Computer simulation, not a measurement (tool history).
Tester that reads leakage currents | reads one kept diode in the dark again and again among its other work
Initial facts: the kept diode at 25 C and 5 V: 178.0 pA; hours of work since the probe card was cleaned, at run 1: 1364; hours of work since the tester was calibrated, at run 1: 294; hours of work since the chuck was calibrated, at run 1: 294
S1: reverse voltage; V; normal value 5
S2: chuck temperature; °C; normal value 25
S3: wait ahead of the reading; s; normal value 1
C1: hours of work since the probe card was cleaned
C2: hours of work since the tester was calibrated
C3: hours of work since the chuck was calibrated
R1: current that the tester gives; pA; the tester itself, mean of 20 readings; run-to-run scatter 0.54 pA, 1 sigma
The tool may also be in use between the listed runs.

run 1 hour=0 | S1=5 S2=25 S3=1 | C1=1364 C2=294 C3=294 | R1=178.06
run 2 hour=24.6 | S1=5 S2=25 S3=1 | C1=1379 C2=310 C3=310 | R1=179.23
run 3 hour=56.7 | S1=5 S2=25 S3=1 | C1=1399 C2=329 C3=329 | R1=178.25
run 4 hour=82.8 | S1=5 S2=20 S3=1 | C1=1415 C2=345 C3=345 | R1=119.91
run 5 hour=128.3 | S1=4.73 S2=25 S3=1 | C1=1443 C2=373 C3=373 | R1=173.14
run 6 hour=163.4 | S1=9.4 S2=25 S3=1 | C1=1464 C2=395 C3=395 | R1=252.08
run 7 hour=200.1 | S1=9.4 S2=25 S3=1 | C1=1487 C2=418 C3=418 | R1=252.41
run 8 hour=230.3 | S1=9.4 S2=25 S3=1 | C1=1505 C2=436 C3=436 | R1=253.23
run 9 hour=253.4 | S1=9.4 S2=25 S3=0.98 | C1=1520 C2=450 C3=450 | R1=251.48
run 10 hour=275.7 | S1=5 S2=25 S3=1 | C1=1533 C2=464 C3=464 | R1=179.15
run 11 hour=304.9 | S1=2.4 S2=25 S3=1 | C1=1551 C2=482 C3=482 | R1=119.87
run 12 hour=345.9 | S1=2.4 S2=25 S3=1 | C1=1577 C2=507 C3=507 | R1=119.79
run 13 hour=379.2 | S1=5 S2=29 S3=1 | C1=1597 C2=528 C3=528 | R1=244.27
run 14 hour=410.7 | S1=5 S2=29 S3=1 | C1=1616 C2=547 C3=547 | R1=242.98
run 15 hour=436.8 | S1=5 S2=29 S3=1 | C1=1632 C2=563 C3=563 | R1=244.64
-- hour=448.5 chuck's temperature calibrated
run 16 hour=470.5 | S1=10.77 S2=25 S3=1 | C1=1652 C2=583 C3=14 | R1=270.88
run 17 hour=497.6 | S1=10.77 S2=25 S3=1 | C1=1669 C2=599 C3=30 | R1=269.96
run 18 hour=517.4 | S1=10.77 S2=25 S3=1 | C1=1681 C2=611 C3=42 | R1=270.78
run 19 hour=558.5 | S1=10.77 S2=25 S3=1 | C1=1706 C2=637 C3=68 | R1=271.16
run 20 hour=592.1 | S1=9.48 S2=25 S3=1 | C1=1727 C2=657 C3=88 | R1=254.4
run 21 hour=615.3 | S1=9.48 S2=25 S3=1 | C1=1741 C2=672 C3=103 | R1=252.65
run 22 hour=641.6 | S1=9.48 S2=25 S3=1 | C1=1757 C2=688 C3=119 | R1=254.08
run 23 hour=671.2 | S1=2.12 S2=32 S3=5.51 | C1=1775 C2=706 C3=137 | R1=191.74
run 24 hour=691.1 | S1=13.37 S2=37 S3=1.22 | C1=1788 C2=718 C3=149 | R1=751.85
run 25 hour=730.9 | S1=3.98 S2=24 S3=1.66 | C1=1812 C2=743 C3=174 | R1=145.58
run 26 hour=770 | S1=3.98 S2=24 S3=1.66 | C1=1836 C2=767 C3=198 | R1=145.37
run 27 hour=790.9 | S1=18.7 S2=50 S3=2.66 | C1=1849 C2=779 C3=210 | R1=2208.48
run 28 hour=814.4 | S1=1.06 S2=25 S3=9.71 | C1=1863 C2=794 C3=225 | R1=77.2
run 29 hour=848 | S1=1.06 S2=25 S3=9.71 | C1=1884 C2=815 C3=246 | R1=76.9
run 30 hour=876.2 | S1=19.21 S2=25 S3=1.46 | C1=1901 C2=832 C3=263 | R1=370.03
run 31 hour=919.4 | S1=19.21 S2=25 S3=1.46 | C1=1928 C2=858 C3=289 | R1=371.35
run 32 hour=948.6 | S1=5 S2=25 S3=6.73 | C1=1946 C2=876 C3=307 | R1=178.36
run 33 hour=991.6 | S1=5 S2=25 S3=7.52 | C1=1972 C2=903 C3=334 | R1=178.43
run 34 hour=1013.4 | S1=5 S2=25 S3=7.52 | C1=1986 C2=916 C3=347 | R1=178.17
run 35 hour=1033.8 | S1=5 S2=46 S3=1 | C1=1998 C2=929 C3=360 | R1=825.77
run 36 hour=1075.9 | S1=5 S2=46 S3=1 | C1=2024 C2=955 C3=386 | R1=829.21
run 37 hour=1112 | S1=5 S2=46 S3=1 | C1=2046 C2=977 C3=408 | R1=829.65
run 38 hour=1138 | S1=2.01 S2=35 S3=0.38 | C1=2062 C2=993 C3=424 | R1=233.05
run 39 hour=1177.8 | S1=5 S2=22 S3=1 | C1=2087 C2=1017 C3=448 | R1=141.34

Take each entry between the runs: how does the hidden state at the last listed run before it differ from the hidden state at the first listed run after it?
Run 15 -> run 16: chuck's temperature calibrated (hour 448.5)
  true chuck temperature over the reading, C: 0.02 -> 0
  difference, measured minus the result without the unlogged condition, R1: +0.45 -> +0.15 pA
